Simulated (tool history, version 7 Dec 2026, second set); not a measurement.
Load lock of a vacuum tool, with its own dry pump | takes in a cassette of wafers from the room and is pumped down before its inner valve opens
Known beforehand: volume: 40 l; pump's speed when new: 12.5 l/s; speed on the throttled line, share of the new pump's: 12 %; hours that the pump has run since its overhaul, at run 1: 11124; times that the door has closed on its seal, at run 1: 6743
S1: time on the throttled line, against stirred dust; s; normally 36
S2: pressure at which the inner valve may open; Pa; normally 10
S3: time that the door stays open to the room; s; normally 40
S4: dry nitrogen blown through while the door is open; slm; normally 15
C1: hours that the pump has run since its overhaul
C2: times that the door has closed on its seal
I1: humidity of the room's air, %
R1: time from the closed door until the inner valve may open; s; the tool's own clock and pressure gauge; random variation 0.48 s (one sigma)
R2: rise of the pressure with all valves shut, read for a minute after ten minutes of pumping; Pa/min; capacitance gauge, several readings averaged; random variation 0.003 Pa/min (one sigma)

run	hour	S1	S2	S3	S4	C1	C2	I1	R1	R2
1	0	36	10	40	15	11124	6743	44	60.3	0.028
2	334.1	36	10	40	15	11458	8089	42.4	61.9	0.034
3	681	36	10	40	15	11805	9486	43.8	61.1	0.037
4	1024.2	36	10	40	15	12148	10868	46.4	60.4	0.037
5	1366	36	10	40	15	12490	12244	45.9	61.5	0.037
# hour 1602.3: dry pump taken out, an overhauled one fitted
6	1811.4	36	13	40	15	209	14014	48.7	60	0.035
7	2028.3	36	13	40	15	426	14887	48	60.4	0.037
8	2456.3	36	13	40	15	854	16611	48.9	60.7	0.041
9	2738.7	36	10	40	15	1136	17748	43.7	62.5	0.039
10	2988.3	36	10	98	15	1386	18753	44.3	60.4	0.061
11	3299.1	36	10	98	15	1697	20005	42.1	62.3	0.057
12	3768.5	36	10	98	15	2166	21895	48.2	61.7	0.064
13	4111.6	36	10	105	15	2509	23277	44.1	60.6	0.064
14	4631	36	10	28	15	3029	25368	46.5	61.9	0.029
15	4898.4	36	10	40	15	3296	26445	44.8	61.2	0.041
16	5318.2	36	10	40	15	3716	28136	44.2	60.9	0.04
17	5571.7	36	11	40	9	3969	29157	46.5	60.4	0.046
18	5952.2	33	12	114	18	4350	30689	41.4	58.2	0.053
19	6448.7	18	12	114	18	4846	32689	44.5	44.4	0.062
20	6877.8	48	10	40	15	5276	34417	43.4	72.1	0.036
21	7185.5	34	9	42	7	5583	35656	43.9	60.3	0.037
22	7665.8	34	13	95	45	6064	37590	44.5	58.7	0.041
23	7896.5	34	13	152	45	6294	38519	44.9	58.7	0.055
24	8246.7	35	13	55	20	6644	39929	42.5	59.2	0.041
25	8609	35	13	35	20	7007	41388	43.9	59.7	0.03
26	9012.9	35	13	35	20	7411	43015	46.3	59	0.036
27	9352.4	35	8	35	20	7750	44382	44.7	61.8	0.032
28	9803.3	35	8	35	20	8201	46198	42.8	61	0.037
29	10263.2	35	8	35	20	8661	48050	45.8	61.2	0.037
30	10533.6	35	13	123	20	8931	49139	45.3	59.9	0.07
31	10942.5	64	13	73	13	9340	50785	47.9	86.2	0.058
32	11180.1	36	9	67	15	9578	51742	44.8	61.9	0.054

Here are 3 independent what-if runs from the current tool condition. What would each one return?
# hour 11561.5: door's seal changed, seat wiped
A	11672.8	36	10	40	5	10069	448	43.8	?	?
# hour 11561.5: door's seal changed, seat wiped
B	11672.8	36	9	198	21	10069	448	45.1	?	?
# hour 11561.5: door's seal changed, seat wiped
C	11672.8	28	7	67	9	10069	448	47.3	?	?

run	R1	R2
A	61.8	0.04
B	61.8	0.085
C	55.5	0.059
Stripped of hidden state, with their random variation kept, the same runs would have yielded:
run	R1	R2
A	61.8	0.04
B	61.8	0.085
C	55.5	0.059

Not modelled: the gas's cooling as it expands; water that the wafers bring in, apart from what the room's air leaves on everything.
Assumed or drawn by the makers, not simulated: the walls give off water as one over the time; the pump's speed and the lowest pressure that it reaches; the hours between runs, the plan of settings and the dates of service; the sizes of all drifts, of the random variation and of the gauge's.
